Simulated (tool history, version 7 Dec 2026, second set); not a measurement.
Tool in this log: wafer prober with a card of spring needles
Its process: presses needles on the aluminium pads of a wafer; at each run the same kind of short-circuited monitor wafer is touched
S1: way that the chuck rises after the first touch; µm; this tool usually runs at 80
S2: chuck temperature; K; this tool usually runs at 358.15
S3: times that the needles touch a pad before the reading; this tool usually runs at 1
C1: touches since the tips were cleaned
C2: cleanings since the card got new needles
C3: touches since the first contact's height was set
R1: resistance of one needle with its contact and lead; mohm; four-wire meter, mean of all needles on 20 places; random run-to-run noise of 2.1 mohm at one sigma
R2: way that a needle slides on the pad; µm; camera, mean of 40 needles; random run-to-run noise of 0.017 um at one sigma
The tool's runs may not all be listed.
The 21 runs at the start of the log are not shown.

{"hour": 1140.5, "done": "tips cleaned on abrasive film"}
{"run": 22, "hour": 1158.6, "S1": 83, "S2": 333.15, "S3": 3, "C1": 4441, "C2": 50, "C3": 31868, "R1": 245, "R2": 12.01}
{"hour": 1173.7, "done": "tips cleaned on abrasive film"}
{"hour": 1206.3, "done": "tips cleaned on abrasive film"}
{"run": 23, "hour": 1209.5, "S1": 83, "S2": 358.15, "S3": 2, "C1": 771, "C2": 52, "C3": 44321, "R1": 239, "R2": 12}
{"hour": 1236.5, "done": "tips cleaned on abrasive film"}
{"run": 24, "hour": 1257.0, "S1": 98, "S2": 358.15, "S3": 2, "C1": 5036, "C2": 53, "C3": 55971, "R1": 260, "R2": 14.18}
{"hour": 1271.7, "done": "tips cleaned on abrasive film"}
{"hour": 1302.9, "done": "tips cleaned on abrasive film"}
{"run": 25, "hour": 1302.9, "S1": 82, "S2": 362.15, "S3": 2, "C1": 0, "C2": 55, "C3": 67213, "R1": 234, "R2": 11.84}
{"hour": 1334.9, "done": "tips cleaned on abrasive film"}
{"run": 26, "hour": 1338.7, "S1": 82, "S2": 362.15, "S3": 2, "C1": 913, "C2": 56, "C3": 75971, "R1": 243, "R2": 11.83}
{"hour": 1367.9, "done": "tips cleaned on abrasive film"}
{"run": 27, "hour": 1385.4, "S1": 80, "S2": 358.15, "S3": 2, "C1": 4295, "C2": 57, "C3": 87431, "R1": 273, "R2": 11.52}
{"hour": 1398.7, "done": "tips cleaned on abrasive film"}
{"hour": 1432.3, "done": "tips cleaned on abrasive film"}
{"run": 28, "hour": 1459.0, "S1": 89, "S2": 311.15, "S3": 3, "C1": 6562, "C2": 59, "C3": 105458, "R1": 238, "R2": 12.81}
{"hour": 1465.5, "done": "tips cleaned on abrasive film"}
{"hour": 1501.0, "done": "tips cleaned on abrasive film"}
{"hour": 1532.5, "done": "tips cleaned on abrasive film"}
{"run": 29, "hour": 1532.6, "S1": 76, "S2": 331.15, "S3": 1, "C1": 29, "C2": 62, "C3": 123485, "R1": 232, "R2": 10.92}
{"hour": 1563.4, "done": "tips cleaned on abrasive film"}
{"run": 30, "hour": 1580.8, "S1": 76, "S2": 331.15, "S3": 1, "C1": 4269, "C2": 63, "C3": 135294, "R1": 307, "R2": 10.9}

Branching from run 30: 4 alternative next runs. What would each branch give?
{"hour": 1594.2, "done": "tips cleaned on abrasive film"}
{"hour": 1624.8, "done": "tips cleaned on abrasive film"}
{"run": "A", "hour": 1642.9, "S1": 78, "S2": 363.15, "S3": 2, "C1": 4427, "C2": 65, "C3": 150499, "R1": "?", "R2": "?"}
{"hour": 1594.2, "done": "tips cleaned on abrasive film"}
{"hour": 1624.8, "done": "tips cleaned on abrasive film"}
{"run": "B", "hour": 1642.9, "S1": 80, "S2": 312.15, "S3": 1, "C1": 4427, "C2": 65, "C3": 150499, "R1": "?", "R2": "?"}
{"hour": 1594.2, "done": "tips cleaned on abrasive film"}
{"hour": 1624.8, "done": "tips cleaned on abrasive film"}
{"run": "C", "hour": 1642.9, "S1": 74, "S2": 356.15, "S3": 2, "C1": 4427, "C2": 65, "C3": 150499, "R1": "?", "R2": "?"}
{"hour": 1594.2, "done": "tips cleaned on abrasive film"}
{"hour": 1624.8, "done": "tips cleaned on abrasive film"}
{"run": "D", "hour": 1642.9, "S1": 76, "S2": 331.15, "S3": 1, "C1": 4427, "C2": 65, "C3": 150499, "R1": "?", "R2": "?"}

run=A R1=274 R2=11.16
run=B R1=299 R2=11.47
run=C R1=281 R2=10.63
run=D R1=305 R2=10.91
Without the tool's hidden state the same runs would have given:
run=A R1=226 R2=11.32
run=B R1=216 R2=11.63
run=C R1=227 R2=10.79
run=D R1=219 R2=11.06
